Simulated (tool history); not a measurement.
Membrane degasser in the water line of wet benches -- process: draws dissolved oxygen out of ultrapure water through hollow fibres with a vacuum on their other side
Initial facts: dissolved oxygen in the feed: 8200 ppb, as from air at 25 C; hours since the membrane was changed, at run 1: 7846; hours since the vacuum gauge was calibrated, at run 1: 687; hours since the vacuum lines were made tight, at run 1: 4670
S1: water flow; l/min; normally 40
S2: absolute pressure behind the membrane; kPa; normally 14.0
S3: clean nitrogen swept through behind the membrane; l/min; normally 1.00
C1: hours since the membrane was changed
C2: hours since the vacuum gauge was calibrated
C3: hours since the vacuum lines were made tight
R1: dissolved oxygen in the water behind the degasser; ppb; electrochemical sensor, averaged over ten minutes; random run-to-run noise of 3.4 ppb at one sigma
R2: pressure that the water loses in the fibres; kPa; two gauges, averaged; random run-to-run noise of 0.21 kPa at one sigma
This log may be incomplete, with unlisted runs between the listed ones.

run	hour	S1	S2	S3	C1	C2	C3	R1	R2
1	0.0	40	14.0	1.00	7846	687	4670	862.0	49.88
2	119.6	38	14.0	1.00	7965	806	4789	830.4	47.48
3	284.7	40	14.0	1.00	8131	971	4954	865.6	49.91
4	380.3	40	14.0	1.00	8226	1067	5050	860.9	50.35
5	570.9	40	14.0	1.00	8417	1258	5241	870.8	49.75
6	737.0	29	14.0	1.00	8583	1424	5407	648.2	36.09
7	932.4	29	14.0	1.00	8778	1619	5602	653.1	36.31
8	1113.5	29	14.0	1.00	8959	1800	5783	651.6	36.18
9	1257.5	29	14.0	1.00	9103	1944	5927	642.0	36.55
10	1428.3	29	14.0	1.00	9274	2115	6098	651.2	36.30
11	1526.4	29	14.0	1.00	9372	2213	6196	643.1	36.45
12	1741.7	36	14.0	1.00	9588	2428	6411	789.8	45.45
13	1900.8	36	14.0	1.00	9747	2587	6570	787.3	45.18
14	2001.0	40	14.0	0.47	9847	2688	6671	1403.8	50.75
15	2208.3	40	14.0	1.00	10054	2895	6878	879.2	50.53
# hour 2353.2: vacuum gauge calibrated
16	2391.6	40	14.0	0.71	10237	38	7061	1087.7	49.98
17	2574.3	58	13.0	0.79	10420	221	7243	1305.1	72.99
18	2694.8	58	13.0	1.71	10540	342	7364	861.7	73.20
19	2865.2	28	14.1	0.75	10711	512	7534	792.3	35.20
20	3063.1	57	19.7	0.43	10909	710	7732	2541.3	71.79
# hour 3167.9: seals of the vacuum lines changed
21	3174.2	29	9.2	1.00	11018	819	6	383.2	36.59
22	3375.0	29	9.2	1.00	11218	1020	207	384.6	36.84
23	3475.6	29	9.2	1.00	11319	1120	308	384.4	36.61
# hour 3636.0: vacuum gauge calibrated, once more
24	3681.3	45	9.2	1.45	11524	45	513	491.6	57.12
25	3915.4	45	9.2	1.45	11758	279	747	489.1	56.67
26	4058.7	42	9.5	1.37	11902	423	890	478.3	52.86
27	4194.9	48	29.0	0.96	12038	559	1027	2069.1	60.64
28	4294.5	48	29.0	0.96	12137	658	1126	2062.8	60.77
29	4459.0	27	15.6	0.76	12302	823	1291	843.3	34.12
30	4566.3	27	15.6	0.76	12409	930	1398	850.3	33.93
31	4778.0	27	15.6	0.76	12621	1142	1610	844.8	34.52

4 ways to go on from here, each from the tool as it stands after run 31. What would each give?
A	4948.3	40	14.0	0.81	12791	1312	1780	?	?
B	4948.3	62	10.5	0.76	12791	1312	1780	?	?
C	4948.3	27	12.1	0.88	12791	1312	1780	?	?
D	4948.3	30	15.6	0.76	12791	1312	1780	?	?

run	R1	R2
A	998.0	50.52
B	1161.7	78.71
C	557.3	34.33
D	924.3	38.12
With no hidden state in the tool, these same runs would have given:
run	R1	R2
A	986.0	48.80
B	1132.3	76.03
C	552.6	33.17
D	918.3	36.83
